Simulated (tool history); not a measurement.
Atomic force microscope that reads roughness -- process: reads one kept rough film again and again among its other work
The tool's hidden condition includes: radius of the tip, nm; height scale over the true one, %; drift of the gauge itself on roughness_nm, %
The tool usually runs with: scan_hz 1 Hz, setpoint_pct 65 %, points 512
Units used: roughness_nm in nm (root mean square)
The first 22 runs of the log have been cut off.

| run | hour | scan_hz | setpoint_pct | points | pictures with this tip | hours of work since the height scale was calibrated | roughness_nm |
|---|---|---|---|---|---|---|---|
| 23 | 153.7 | 1 | 60 | 512 | 62 | 6 | 3.643 |
| 24 | 162.6 | 1.26 | 60 | 698 | 70 | 10 | 3.603 |
| 25 | 171.2 | 0.83 | 66 | 698 | 78 | 14 | 3.588 |
|  | 178.4 | height scale calibrated on a step standard, once more |
| 26 | 179.7 | 0.83 | 66 | 698 | 85 | 1 | 3.54 |
| 27 | 185 | 1 | 65 | 763 | 90 | 3 | 3.533 |
| 28 | 192.6 | 1 | 65 | 763 | 96 | 6 | 3.479 |
| 29 | 197.8 | 1.51 | 69 | 488 | 101 | 8 | 3.456 |
| 30 | 204.4 | 1.51 | 69 | 488 | 107 | 11 | 3.404 |
| 31 | 210 | 1.51 | 61 | 488 | 112 | 13 | 3.429 |
| 32 | 216.5 | 1.27 | 65 | 380 | 118 | 16 | 3.372 |
| 33 | 221.6 | 1.27 | 65 | 380 | 123 | 18 | 3.368 |
| 34 | 226.4 | 0.65 | 60 | 512 | 127 | 20 | 3.419 |
| 35 | 231.2 | 1.15 | 82 | 488 | 132 | 22 | 3.259 |
| 36 | 238.3 | 1.32 | 82 | 260 | 138 | 25 | 3.183 |
|  | 240.1 | new tip fitted |
| 37 | 243.6 | 1.32 | 82 | 260 | 3 | 27 | 3.745 |
| 38 | 251.9 | 1.25 | 60 | 381 | 10 | 30 | 3.909 |
| 39 | 255.9 | 2.94 | 77 | 943 | 14 | 32 | 3.574 |
| 40 | 260.2 | 0.68 | 55 | 585 | 18 | 34 | 3.893 |
| 41 | 266.5 | 1.65 | 65 | 512 | 24 | 37 | 3.806 |
| 42 | 273.5 | 0.96 | 82 | 539 | 30 | 39 | 3.687 |
| 43 | 278.4 | 0.96 | 82 | 539 | 34 | 41 | 3.682 |

Alternative continuations, all from the tool just after run 43; predict every row:
| A | 285.4 | 0.53 | 65 | 258 | 41 | 44 | ? |
| B | 285.4 | 0.97 | 86 | 387 | 41 | 44 | ? |
| C | 285.4 | 0.5 | 65 | 512 | 41 | 44 | ? |

| run | roughness_nm |
|---|---|
| A | 3.763 |
| B | 3.619 |
| C | 3.792 |
Take away the tool's hidden state, keep each run's random variation, and the runs would have read:
| run | roughness_nm |
|---|---|
| A | 3.963 |
| B | 3.812 |
| C | 3.994 |
